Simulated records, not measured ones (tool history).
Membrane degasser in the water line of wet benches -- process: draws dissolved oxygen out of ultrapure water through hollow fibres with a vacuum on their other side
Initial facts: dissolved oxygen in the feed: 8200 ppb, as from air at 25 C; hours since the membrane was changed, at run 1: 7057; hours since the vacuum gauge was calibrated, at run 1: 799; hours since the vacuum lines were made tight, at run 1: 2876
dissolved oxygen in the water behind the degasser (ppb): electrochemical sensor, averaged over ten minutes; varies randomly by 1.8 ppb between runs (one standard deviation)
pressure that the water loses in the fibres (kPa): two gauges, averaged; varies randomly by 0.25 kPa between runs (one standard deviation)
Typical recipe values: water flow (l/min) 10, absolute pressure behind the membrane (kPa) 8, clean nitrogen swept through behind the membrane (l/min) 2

| run | hour | water flow (l/min) | absolute pressure behind the membrane (kPa) | clean nitrogen swept through behind the membrane (l/min) | hours since the membrane was changed | hours since the vacuum gauge was calibrated | hours since the vacuum lines were made tight | dissolved oxygen in the water behind the degasser (ppb) | pressure that the water loses in the fibres (kPa) |
|---|---|---|---|---|---|---|---|---|---|
| 1 | 0 | 10 | 8 | 2 | 7057 | 799 | 2876 | 228.2 | 71.97 |
| 2 | 184.7 | 10 | 8 | 2 | 7242 | 984 | 3061 | 226.6 | 72.01 |
| 3 | 430.1 | 10 | 8 | 2 | 7487 | 1229 | 3306 | 233 | 71.98 |
| 4 | 590.5 | 10 | 8 | 2 | 7648 | 1390 | 3467 | 233.1 | 72.41 |
| 5 | 728.9 | 10 | 8 | 2 | 7786 | 1528 | 3605 | 233.6 | 72.33 |
| 6 | 956 | 10 | 8 | 2 | 8013 | 1755 | 3832 | 237 | 72.67 |
| 7 | 1096.2 | 10 | 8 | 2 | 8153 | 1895 | 3972 | 233.2 | 72.57 |
| 8 | 1208.4 | 10 | 8 | 3.59 | 8266 | 2007 | 4085 | 213.7 | 72.76 |
| 9 | 1360.6 | 10 | 8 | 2.46 | 8418 | 2160 | 4237 | 225.1 | 72.83 |
| 10 | 1565.3 | 10 | 13.05 | 2.46 | 8623 | 2364 | 4442 | 277.5 | 73.71 |
| 11 | 1705.2 | 10 | 13.05 | 2.46 | 8763 | 2504 | 4581 | 282.4 | 73.07 |
|  | 1901 | seals of the vacuum lines changed |
| 12 | 1934.6 | 10 | 5.07 | 2.46 | 8990 | 2732 | 34 | 203.9 | 73.73 |
| 13 | 2053.4 | 10 | 5.07 | 2.46 | 9109 | 2850 | 152 | 207.7 | 73.58 |
| 14 | 2183 | 10 | 7.83 | 5.9 | 9238 | 2980 | 282 | 208.6 | 74.12 |
| 15 | 2329.4 | 6 | 11.81 | 5.9 | 9385 | 3126 | 428 | 120.5 | 44.21 |
| 16 | 2574.1 | 8 | 14.75 | 2.53 | 9629 | 3371 | 673 | 237.9 | 59.71 |
| 17 | 2785.8 | 14 | 13.55 | 1.96 | 9841 | 3583 | 885 | 446.2 | 104.2 |
| 18 | 3023.2 | 14 | 13.55 | 1.96 | 10079 | 3820 | 1122 | 451.6 | 104.6 |
| 19 | 3212.5 | 10 | 6.31 | 2 | 10268 | 4009 | 1311 | 232.5 | 75.1 |
| 20 | 3328.9 | 13 | 6.97 | 4.96 | 10384 | 4126 | 1428 | 284.5 | 97.12 |
|  | 3352.9 | membrane cartridge changed |
| 21 | 3437.5 | 12 | 8 | 2.49 | 85 | 4231 | 1533 | 208.4 | 79.86 |
| 22 | 3683.2 | 9 | 11.26 | 2.49 | 330 | 4476 | 1778 | 179.1 | 59.69 |
| 23 | 3879.5 | 9 | 11.26 | 2.49 | 527 | 4673 | 1975 | 183.6 | 59.88 |
| 24 | 4109.4 | 6 | 8 | 1.12 | 757 | 4902 | 2204 | 129.2 | 40.04 |
| 25 | 4241.7 | 11 | 18.28 | 2 | 889 | 5035 | 2337 | 343.4 | 73.5 |
| 26 | 4417.7 | 11 | 18.28 | 2 | 1065 | 5211 | 2513 | 349.4 | 74.08 |

Consider 3 possible next runs. They are alternatives, not a sequence: every one starts from the tool as it was left by run 26. What does each give?
| A | 4522.8 | 9 | 16.62 | 2 | 1170 | 5316 | 2618 | ? | ? |
| B | 4522.8 | 8 | 7.91 | 2 | 1170 | 5316 | 2618 | ? | ? |
| C | 4522.8 | 7 | 8 | 2 | 1170 | 5316 | 2618 | ? | ? |

| run | dissolved oxygen in the water behind the degasser (ppb) | pressure that the water loses in the fibres (kPa) |
|---|---|---|
| A | 261.5 | 60.38 |
| B | 147.2 | 53.64 |
| C | 124.4 | 46.75 |
Without the tool's hidden state the same runs would have given:
| run | dissolved oxygen in the water behind the degasser (ppb) | pressure that the water loses in the fibres (kPa) |
|---|---|---|
| A | 247 | 59.58 |
| B | 136.4 | 52.93 |
| C | 114.8 | 46.12 |
